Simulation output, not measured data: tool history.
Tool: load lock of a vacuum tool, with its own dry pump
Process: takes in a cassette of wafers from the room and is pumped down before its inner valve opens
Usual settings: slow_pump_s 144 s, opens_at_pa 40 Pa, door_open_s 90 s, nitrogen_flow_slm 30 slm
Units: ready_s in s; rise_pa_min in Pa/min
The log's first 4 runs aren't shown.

run      day  slow_pump_s  opens_at_pa  door_open_s  nitrogen_flow_slm  hours that the pump has run since its overhaul  times that the door has closed on its seal  incoming humidity of the room's air, %  ready_s  rise_pa_min
  5   26.292          144           40           90                 30                                            3708                                       13481                                    43.3    192.3        0.131
  6   33.588          144           40           90                 30                                            3883                                       13810                                    46.8    193.8        0.135
  7   37.442          125           40           90                 30                                            3975                                       13984                                    46.3    177.1        0.133
  8   42.450          144           40           90                 30                                            4096                                       14209                                    44.7    193.2        0.137
  9   50.400          144           40           90                 30                                            4286                                       14568                                    40.8    193.7        0.148
 10   57.971          144           40           90                 16                                            4468                                       14909                                    47.5    193.5        0.162
 11   64.054          144           40           90                 16                                            4614                                       15183                                    40.4    193.5        0.162
 12   68.796          144           40           90                 16                                            4728                                       15397                                    44.7    194.2        0.164
 13   73.575          144           40           90                 30                                            4843                                       15613                                    48.3    193.9        0.159
 14   80.571          144           40           90                 30                                            5010                                       15928                                    45.5    194.3        0.159
 15   84.425          144           40           90                 30                                            5103                                       16102                                    42.6    193.3        0.156
 16   88.838          144           40           90                 30                                            5209                                       16301                                    46.1    194.1        0.161
 17   96.354          144           40           90                 30                                            5389                                       16640                                    43.7    193.4        0.160
 18  103.317          144           40           90                 30                                            5556                                       16953                                    43.4    192.9        0.168
 19  106.738          171           45          127                 38                                            5639                                       17108                                    43.5    216.1        0.180

Forecast run 20:
 20  110.996          213           40           90                 30                                            5741                                       17300                                    42.8        ?            ?

ready_s: 252.8 s
rise_pa_min: 0.174 Pa/min
Without the tool's hidden state the same run would have given ready_s 250.7 s, rise_pa_min 0.028 Pa/min.
